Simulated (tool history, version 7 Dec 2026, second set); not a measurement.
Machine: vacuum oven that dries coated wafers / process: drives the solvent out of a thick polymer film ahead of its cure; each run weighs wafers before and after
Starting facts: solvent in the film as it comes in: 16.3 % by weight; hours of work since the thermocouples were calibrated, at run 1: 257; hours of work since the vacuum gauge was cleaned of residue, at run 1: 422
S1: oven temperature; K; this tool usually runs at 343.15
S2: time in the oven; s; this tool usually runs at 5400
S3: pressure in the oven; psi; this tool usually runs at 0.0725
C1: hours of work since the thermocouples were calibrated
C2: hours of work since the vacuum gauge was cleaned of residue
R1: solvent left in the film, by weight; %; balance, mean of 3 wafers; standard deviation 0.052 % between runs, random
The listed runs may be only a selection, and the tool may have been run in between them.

run 1 hour=0 | S1=343.15 S2=5400 S3=0.0725 | C1=257 C2=422 | R1=1.54
run 2 hour=12 | S1=343.15 S2=5400 S3=0.0725 | C1=264 C2=429 | R1=1.61
run 3 hour=22.5 | S1=343.15 S2=5400 S3=0.2223 | C1=270 C2=435 | R1=2.16
run 4 hour=33.9 | S1=343.15 S2=5400 S3=0.2223 | C1=276 C2=441 | R1=2.22
run 5 hour=42.8 | S1=343.15 S2=5400 S3=0.2223 | C1=281 C2=446 | R1=2.09
run 6 hour=56 | S1=343.15 S2=5400 S3=0.074 | C1=289 C2=454 | R1=1.57
run 7 hour=65.2 | S1=343.15 S2=5400 S3=0.074 | C1=294 C2=459 | R1=1.55
run 8 hour=74.9 | S1=343.15 S2=5400 S3=0.0598 | C1=300 C2=465 | R1=1.48
run 9 hour=88.9 | S1=343.15 S2=6780 S3=0.0598 | C1=308 C2=473 | R1=0.93
run 10 hour=100.5 | S1=343.15 S2=6780 S3=0.0598 | C1=314 C2=480 | R1=0.92
run 11 hour=112.5 | S1=343.15 S2=6780 S3=0.0598 | C1=321 C2=486 | R1=0.97
run 12 hour=120.1 | S1=329.15 S2=5400 S3=0.0725 | C1=326 C2=491 | R1=6.83
run 13 hour=131.1 | S1=329.15 S2=5400 S3=0.0725 | C1=332 C2=497 | R1=6.62
run 14 hour=142 | S1=343.15 S2=5400 S3=0.1401 | C1=338 C2=503 | R1=1.86
run 15 hour=151.1 | S1=343.15 S2=5400 S3=0.0725 | C1=343 C2=509 | R1=1.55
run 16 hour=157.4 | S1=343.15 S2=5400 S3=0.0725 | C1=347 C2=512 | R1=1.56
-- hour=160.3 oven's thermocouples calibrated
run 17 hour=173 | S1=343.15 S2=5160 S3=0.0725 | C1=7 C2=520 | R1=1.61
run 18 hour=184.8 | S1=343.15 S2=5160 S3=0.0725 | C1=14 C2=527 | R1=1.66
run 19 hour=194.5 | S1=343.15 S2=5160 S3=0.0725 | C1=20 C2=532 | R1=1.64
run 20 hour=206.1 | S1=343.15 S2=5400 S3=0.0725 | C1=26 C2=539 | R1=1.5
run 21 hour=218.7 | S1=343.15 S2=5400 S3=0.0725 | C1=34 C2=546 | R1=1.5
run 22 hour=231.3 | S1=343.15 S2=5400 S3=0.0461 | C1=41 C2=553 | R1=1.39
-- hour=238.9 oven's thermocouples calibrated, once more
run 23 hour=240.2 | S1=343.15 S2=5400 S3=0.199 | C1=1 C2=557 | R1=2.02
run 24 hour=250.4 | S1=343.15 S2=5400 S3=0.199 | C1=7 C2=563 | R1=2.08
run 25 hour=261.9 | S1=346.15 S2=5400 S3=0.1147 | C1=13 C2=570 | R1=1.18
run 26 hour=275.9 | S1=329.15 S2=9240 S3=0.0393 | C1=21 C2=578 | R1=4.1
run 27 hour=288.4 | S1=329.15 S2=9240 S3=0.0393 | C1=28 C2=585 | R1=4.24
run 28 hour=299.9 | S1=350.15 S2=5400 S3=0.1176 | C1=35 C2=592 | R1=0.54
run 29 hour=313.6 | S1=342.15 S2=5400 S3=0.2387 | C1=43 C2=600 | R1=2.5
run 30 hour=325.1 | S1=349.15 S2=9420 S3=0.1536 | C1=49 C2=606 | R1=0.51
run 31 hour=336.3 | S1=337.15 S2=7740 S3=0.0406 | C1=56 C2=613 | R1=1.94
run 32 hour=344.8 | S1=337.15 S2=7740 S3=0.0406 | C1=61 C2=617 | R1=1.94
run 33 hour=355.3 | S1=355.15 S2=5520 S3=0.0406 | C1=67 C2=623 | R1=0.19
run 34 hour=361.3 | S1=353.15 S2=5520 S3=0.0406 | C1=70 C2=627 | R1=0.21
run 35 hour=370.9 | S1=353.15 S2=3120 S3=0.0696 | C1=76 C2=632 | R1=0.88
run 36 hour=384.1 | S1=353.15 S2=6000 S3=0.0696 | C1=83 C2=640 | R1=0.24
run 37 hour=395.8 | S1=352.15 S2=3060 S3=0.0666 | C1=90 C2=647 | R1=1.06
run 38 hour=403.3 | S1=343.15 S2=8700 S3=0.0373 | C1=94 C2=651 | R1=0.61
run 39 hour=416.9 | S1=336.15 S2=4020 S3=0.0672 | C1=102 C2=659 | R1=5.22
run 40 hour=427.3 | S1=336.15 S2=4020 S3=0.0672 | C1=108 C2=665 | R1=5.22
run 41 hour=438.8 | S1=336.15 S2=5100 S3=0.0624 | C1=115 C2=671 | R1=4.13
run 42 hour=452.6 | S1=351.15 S2=5400 S3=0.0512 | C1=123 C2=679 | R1=0.28
run 43 hour=463.8 | S1=351.15 S2=5400 S3=0.0512 | C1=129 C2=686 | R1=0.35
run 44 hour=473.7 | S1=347.15 S2=5280 S3=0.2271 | C1=135 C2=691 | R1=1.3
run 45 hour=479.5 | S1=347.15 S2=5280 S3=0.2271 | C1=138 C2=695 | R1=1.23
run 46 hour=487.7 | S1=335.15 S2=6060 S3=0.045 | C1=143 C2=699 | R1=3.58

Difference, measured minus no-hidden-state, one row per run. Run-to-run variation is common to both terms; the gauge's own scatter need not be:
What the log doesn't record here: true wafer temperature over the reading, C; true pressure over the reading, kPa; drift of the gauge itself on solvent_pct, %.
run=1 R1=-0.01
run=2 R1=-0.02
run=3 R1=-0.03
run=4 R1=-0.03
run=5 R1=-0.03
run=6 R1=-0.02
run=7 R1=-0.02
run=8 R1=-0.03
run=9 R1=+0
run=10 R1=+0
run=11 R1=+0
run=12 R1=-0.09
run=13 R1=-0.09
run=14 R1=-0.04
run=15 R1=-0.04
run=16 R1=-0.05
run=17 R1=-0.09
run=18 R1=-0.09
run=19 R1=-0.09
run=20 R1=-0.08
run=21 R1=-0.09
run=22 R1=-0.09
run=23 R1=+0.01
run=24 R1=+0.01
run=25 R1=+0.03
run=26 R1=+0
run=27 R1=+0
run=28 R1=+0.04
run=29 R1=-0.01
run=30 R1=+0.07
run=31 R1=+0
run=32 R1=+0
run=33 R1=+0.05
run=34 R1=+0.05
run=35 R1=+0
run=36 R1=+0.05
run=37 R1=-0.01
run=38 R1=+0.06
run=39 R1=-0.08
run=40 R1=-0.09
run=41 R1=-0.08
run=42 R1=+0.05
run=43 R1=+0.05
run=44 R1=+0
run=45 R1=+0.01
run=46 R1=-0.09

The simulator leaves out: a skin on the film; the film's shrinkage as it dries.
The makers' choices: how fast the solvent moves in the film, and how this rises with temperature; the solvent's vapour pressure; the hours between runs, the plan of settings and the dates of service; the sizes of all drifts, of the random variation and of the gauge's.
